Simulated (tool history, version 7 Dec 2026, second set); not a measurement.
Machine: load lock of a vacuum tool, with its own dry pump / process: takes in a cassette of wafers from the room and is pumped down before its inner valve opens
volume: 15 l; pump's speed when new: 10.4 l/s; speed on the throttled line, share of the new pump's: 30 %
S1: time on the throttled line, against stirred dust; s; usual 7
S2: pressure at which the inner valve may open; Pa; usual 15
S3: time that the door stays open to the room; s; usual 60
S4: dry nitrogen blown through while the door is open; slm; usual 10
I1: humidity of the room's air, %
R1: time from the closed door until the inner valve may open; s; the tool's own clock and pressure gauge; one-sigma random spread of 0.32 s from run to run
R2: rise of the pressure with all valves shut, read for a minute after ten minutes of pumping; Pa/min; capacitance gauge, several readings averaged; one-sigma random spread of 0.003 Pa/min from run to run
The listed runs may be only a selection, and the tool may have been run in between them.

Run 1, hour 0: usual settings; I1 46.1. Result: R1 18.2 s, R2 0.053 Pa/min.
Run 2, hour 230.4: usual settings; I1 45.2. Result: R1 17.8 s, R2 0.054 Pa/min.
Run 3, hour 325.2: usual settings; I1 42. Result: R1 19 s, R2 0.049 Pa/min.
Run 4, hour 436.1: usual settings; I1 49.2. Result: R1 18 s, R2 0.053 Pa/min.
Run 5, hour 629.3: usual settings; I1 47. Result: R1 18.2 s, R2 0.058 Pa/min.
Run 6, hour 728.3: usual settings; I1 41.9. Result: R1 18.2 s, R2 0.053 Pa/min.
Run 7, hour 919.9: usual settings; I1 42.8. Result: R1 17.9 s, R2 0.051 Pa/min.
Run 8, hour 1052.1: usual settings but S4 16 slm; I1 46.5. Result: R1 17.7 s, R2 0.05 Pa/min.
Run 9, hour 1170.8: usual settings but S4 16 slm; I1 42.5. Result: R1 18.4 s, R2 0.046 Pa/min.
Run 10, hour 1401.3: usual settings; I1 41.6. Result: R1 18.1 s, R2 0.052 Pa/min.
Run 11, hour 1619.9: usual settings; I1 43.6. Result: R1 18.6 s, R2 0.06 Pa/min.
Run 12, hour 1758.5: usual settings; I1 45.6. Result: R1 18.2 s, R2 0.055 Pa/min.
Run 13, hour 1944.5: usual settings; I1 45.9. Result: R1 18.6 s, R2 0.06 Pa/min.
Run 14, hour 2149.3: usual settings but S1 8 s; I1 44.2. Result: R1 18.9 s, R2 0.058 Pa/min.
Run 15, hour 2242.4: usual settings but S1 8 s; I1 47.9. Result: R1 19.2 s, R2 0.059 Pa/min.
Run 16, hour 2436.9: usual settings; I1 46.2. Result: R1 17.6 s, R2 0.065 Pa/min.
Run 17, hour 2540.9: usual settings but S2 12 Pa; I1 47.4. Result: R1 18.7 s, R2 0.058 Pa/min.
Run 18, hour 2732.9: usual settings but S2 12 Pa; I1 45.6. Result: R1 19 s, R2 0.061 Pa/min.
Run 19, hour 2913.9: usual settings but S2 12 Pa, S4 18 slm; I1 43. Result: R1 18.8 s, R2 0.052 Pa/min.
Run 20, hour 3056.3: usual settings but S1 4 s, S2 22 Pa, S3 38 s, S4 5 slm; I1 48. Result: R1 15.9 s, R2 0.064 Pa/min.
Run 21, hour 3281.2: usual settings but S1 13 s, S2 25 Pa, S4 36 slm; I1 46.7. Result: R1 22.6 s, R2 0.044 Pa/min.
Run 22, hour 3394.6: usual settings but S1 13 s, S2 12 Pa, S3 70 s, S4 9 slm; I1 45.3. Result: R1 23.4 s, R2 0.067 Pa/min.
Run 23, hour 3509.6: usual settings but S1 5 s, S4 27 slm; I1 47. Result: R1 17.2 s, R2 0.051 Pa/min.
Run 24, hour 3627.3: usual settings but S1 5 s, S4 27 slm; I1 46.5. Result: R1 17 s, R2 0.054 Pa/min.
Run 25, hour 3727.1: usual settings but S1 5 s, S2 17 Pa, S4 6 slm; I1 48.8. Result: R1 16.9 s, R2 0.066 Pa/min.
Run 26, hour 3912.1: usual settings but S2 24 Pa, S3 94 s, S4 36 slm; I1 45.5. Result: R1 18.1 s, R2 0.048 Pa/min.
Run 27, hour 4123.7: usual settings but S2 11 Pa; I1 47. Result: R1 18.9 s, R2 0.065 Pa/min.
Run 28, hour 4291.2: usual settings but S4 12 slm; I1 44.4. Result: R1 18.5 s, R2 0.06 Pa/min.
Run 29, hour 4408.5: usual settings but S4 12 slm; I1 41.5. Result: R1 19.2 s, R2 0.058 Pa/min.
Run 30, hour 4509.9: usual settings but S1 6 s, S3 101 s, S4 35 slm; I1 43.2. Result: R1 18.3 s, R2 0.055 Pa/min.
Run 31, hour 4675.6: usual settings but S2 13 Pa, S3 115 s; I1 45.1. Result: R1 19.3 s, R2 0.086 Pa/min.
Run 32, hour 4794.3: usual settings but S1 5 s, S2 29 Pa, S4 13 slm; I1 48.2. Result: R1 16.3 s, R2 0.064 Pa/min.
Run 33, hour 4896.3: usual settings but S1 9 s, S3 204 s; I1 47.1. Result: R1 20.6 s, R2 0.109 Pa/min.
Run 34, hour 5048.7: usual settings but S1 8 s, S2 17 Pa, S3 138 s, S4 14 slm; I1 46.5. Result: R1 19.2 s, R2 0.082 Pa/min.
Run 35, hour 5224.4: usual settings but S1 8 s, S2 17 Pa, S3 138 s, S4 14 slm; I1 46.3. Result: R1 19.4 s, R2 0.088 Pa/min.
Run 36, hour 5367.1: usual settings but S1 4 s, S3 33 s; I1 46.9. Result: R1 17.6 s, R2 0.053 Pa/min.
Run 37, hour 5570.8: usual settings but S4 14 slm; I1 40.3. Result: R1 19.1 s, R2 0.06 Pa/min.
Run 38, hour 5776: usual settings but S4 14 slm; I1 43.2. Result: R1 19.4 s, R2 0.062 Pa/min.

Table of differences, measured result less the result of that run with no hidden state. Run-to-run variation is the same in both. Gauge scatter possibly is not:
Hidden conditions of the tool in this case: pump's speed, % of a new pump's; leak at the door's seal, Pa l/s; drift of the gauge itself on ready_s, %; drift of the gauge itself on rise_pa_min, %.
run    R1      R2
  1  +0.1  +0.003
  2  +0.1  +0.004
  3  +0.2  +0.004
  4  +0.2  +0.004
  5  +0.3  +0.005
  6  +0.2  +0.006
  7  +0.3  +0.006
  8  +0.4  +0.006
  9  +0.3  +0.006
 10  +0.4  +0.007
 11  +0.5  +0.007
 12  +0.5  +0.007
 13  +0.5  +0.009
 14  +0.6  +0.009
 15  +0.6  +0.009
 16  +0.6  +0.009
 17  +0.7  +0.009
 18  +0.7   +0.01
 19  +0.8   +0.01
 20  +0.9  +0.011
 21  +0.7  +0.012
 22  +0.8  +0.012
 23    +1  +0.013
 24    +1  +0.013
 25    +1  +0.013
 26    +1  +0.013
 27  +1.1  +0.014
 28  +1.1  +0.014
 29  +1.2  +0.015
 30  +1.2  +0.015
 31  +1.3  +0.016
 32  +1.2  +0.016
 33  +1.2  +0.017
 34  +1.3  +0.016
 35  +1.3  +0.017
 36  +1.5  +0.017
 37  +1.5  +0.018
 38  +1.5  +0.018

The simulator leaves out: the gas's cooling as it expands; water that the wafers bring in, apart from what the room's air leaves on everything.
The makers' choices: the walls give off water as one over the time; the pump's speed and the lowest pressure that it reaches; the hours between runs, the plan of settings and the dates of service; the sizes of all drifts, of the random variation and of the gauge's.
